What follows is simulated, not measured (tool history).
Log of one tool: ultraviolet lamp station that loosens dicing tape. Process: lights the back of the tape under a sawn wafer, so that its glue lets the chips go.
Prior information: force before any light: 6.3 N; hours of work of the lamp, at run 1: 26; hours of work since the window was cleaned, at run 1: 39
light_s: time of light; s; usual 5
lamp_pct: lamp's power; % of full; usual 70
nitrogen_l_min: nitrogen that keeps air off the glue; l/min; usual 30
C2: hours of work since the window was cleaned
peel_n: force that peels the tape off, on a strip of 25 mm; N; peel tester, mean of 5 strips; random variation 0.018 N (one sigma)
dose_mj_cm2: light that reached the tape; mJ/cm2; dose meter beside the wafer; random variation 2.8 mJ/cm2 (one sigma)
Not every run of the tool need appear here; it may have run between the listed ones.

Run 1, hour 0: usual settings; hours of work of the lamp 26; C2 39. Result: peel_n 0.874 N, dose_mj_cm2 387 mJ/cm2.
Run 2, hour 10.9: usual settings but light_s 2 s; hours of work of the lamp 33; C2 46. Result: peel_n 2.843 N, dose_mj_cm2 154 mJ/cm2.
Run 3, hour 16: usual settings but light_s 2 s; hours of work of the lamp 37; C2 50. Result: peel_n 2.836 N, dose_mj_cm2 153 mJ/cm2.
Run 4, hour 25.6: usual settings but light_s 2 s; hours of work of the lamp 43; C2 56. Result: peel_n 2.833 N, dose_mj_cm2 154 mJ/cm2.
Run 5, hour 31.9: usual settings but light_s 2 s; hours of work of the lamp 48; C2 61. Result: peel_n 2.832 N, dose_mj_cm2 152 mJ/cm2.
Run 6, hour 42.7: usual settings but nitrogen_l_min 29 l/min; hours of work of the lamp 55; C2 68. Result: peel_n 0.919 N, dose_mj_cm2 382 mJ/cm2.
Run 7, hour 52.9: usual settings but nitrogen_l_min 29 l/min; hours of work of the lamp 62; C2 75. Result: peel_n 0.994 N, dose_mj_cm2 381 mJ/cm2.
Run 8, hour 60.2: usual settings but nitrogen_l_min 26 l/min; hours of work of the lamp 67; C2 80. Result: peel_n 1.054 N, dose_mj_cm2 372 mJ/cm2.
Run 9, hour 67.8: usual settings but nitrogen_l_min 26 l/min; hours of work of the lamp 72; C2 85. Result: peel_n 1.052 N, dose_mj_cm2 379 mJ/cm2.
Run 10, hour 78.4: usual settings but nitrogen_l_min 26 l/min; hours of work of the lamp 80; C2 93. Result: peel_n 1.032 N, dose_mj_cm2 368 mJ/cm2.
Run 11, hour 90.1: usual settings but nitrogen_l_min 26 l/min; hours of work of the lamp 88; C2 101. Result: peel_n 1.085 N, dose_mj_cm2 371 mJ/cm2.
Run 12, hour 100.5: usual settings but nitrogen_l_min 26 l/min; hours of work of the lamp 95; C2 108. Result: peel_n 1.061 N, dose_mj_cm2 368 mJ/cm2.
Run 13, hour 110: usual settings but lamp_pct 75 % of full, nitrogen_l_min 26 l/min; hours of work of the lamp 102; C2 115. Result: peel_n 0.978 N, dose_mj_cm2 396 mJ/cm2.
Run 14, hour 115.3: usual settings but lamp_pct 75 % of full, nitrogen_l_min 26 l/min; hours of work of the lamp 105; C2 118. Result: peel_n 0.965 N, dose_mj_cm2 390 mJ/cm2.
Run 15, hour 122.2: usual settings but light_s 6 s, lamp_pct 86 % of full, nitrogen_l_min 59 l/min; hours of work of the lamp 110; C2 123. Result: peel_n 0.255 N, dose_mj_cm2 538 mJ/cm2.
Run 16, hour 133.2: usual settings but light_s 4 s, nitrogen_l_min 15 l/min; hours of work of the lamp 118; C2 131. Result: peel_n 2.047 N, dose_mj_cm2 292 mJ/cm2.
Run 17, hour 144.3: usual settings but light_s 4 s, nitrogen_l_min 15 l/min; hours of work of the lamp 125; C2 138. Result: peel_n 2.062 N, dose_mj_cm2 288 mJ/cm2.
At hour 145.7: window cleaned of glue's vapour.
Run 18, hour 151.2: usual settings but light_s 4 s, lamp_pct 80 % of full, nitrogen_l_min 42 l/min; hours of work of the lamp 130; C2 4. Result: peel_n 0.945 N, dose_mj_cm2 324 mJ/cm2.
Run 19, hour 158: usual settings but light_s 4 s, lamp_pct 80 % of full, nitrogen_l_min 42 l/min; hours of work of the lamp 134; C2 8. Result: peel_n 0.966 N, dose_mj_cm2 325 mJ/cm2.
Run 20, hour 169.8: usual settings but light_s 6 s, lamp_pct 89 % of full, nitrogen_l_min 34 l/min; hours of work of the lamp 143; C2 17. Result: peel_n 0.402 N, dose_mj_cm2 538 mJ/cm2.
Run 21, hour 181.5: usual settings but light_s 6 s, lamp_pct 79 % of full, nitrogen_l_min 18 l/min; hours of work of the lamp 151; C2 25. Result: peel_n 0.904 N, dose_mj_cm2 471 mJ/cm2.
Run 22, hour 187.5: usual settings but light_s 6 s, lamp_pct 79 % of full, nitrogen_l_min 18 l/min; hours of work of the lamp 155; C2 29. Result: peel_n 0.906 N, dose_mj_cm2 480 mJ/cm2.
At hour 193: window cleaned of glue's vapour, once more.
Run 23, hour 197.7: usual settings but lamp_pct 71 % of full; hours of work of the lamp 162; C2 3. Result: peel_n 0.972 N, dose_mj_cm2 367 mJ/cm2.
Run 24, hour 207.9: usual settings but lamp_pct 75 % of full, nitrogen_l_min 9 l/min; hours of work of the lamp 169; C2 10. Result: peel_n 1.913 N, dose_mj_cm2 393 mJ/cm2.
Run 25, hour 213.5: usual settings but lamp_pct 72 % of full, nitrogen_l_min 26 l/min; hours of work of the lamp 172; C2 14. Result: peel_n 1.064 N, dose_mj_cm2 370 mJ/cm2.

Results per run with the tool's hidden condition removed, run-to-run variation unchanged:
Unlogged tool condition in this case: lamp's light, % of a new lamp's; light that the window lets through, % of a clean one's; drift of the gauge itself on peel_n, %; drift of the gauge itself on dose_mj_cm2, %.
run  peel_n  dose_mj_cm2
  1   0.834          397
  2   2.774          159
  3   2.762          159
  4   2.749          159
  5   2.741          159
  6   0.844          400
  7   0.905          401
  8   0.957          393
  9    0.95          402
 10   0.925          392
 11   0.963          398
 12   0.934          396
 13   0.847          428
 14   0.832          423
 15   0.211          585
 16   1.851          320
 17   1.852          317
 18   0.779          359
 19   0.794          362
 20   0.308          602
 21   0.722          530
 22   0.718          542
 23   0.827          401
 24   1.709          431
 25   0.899          407
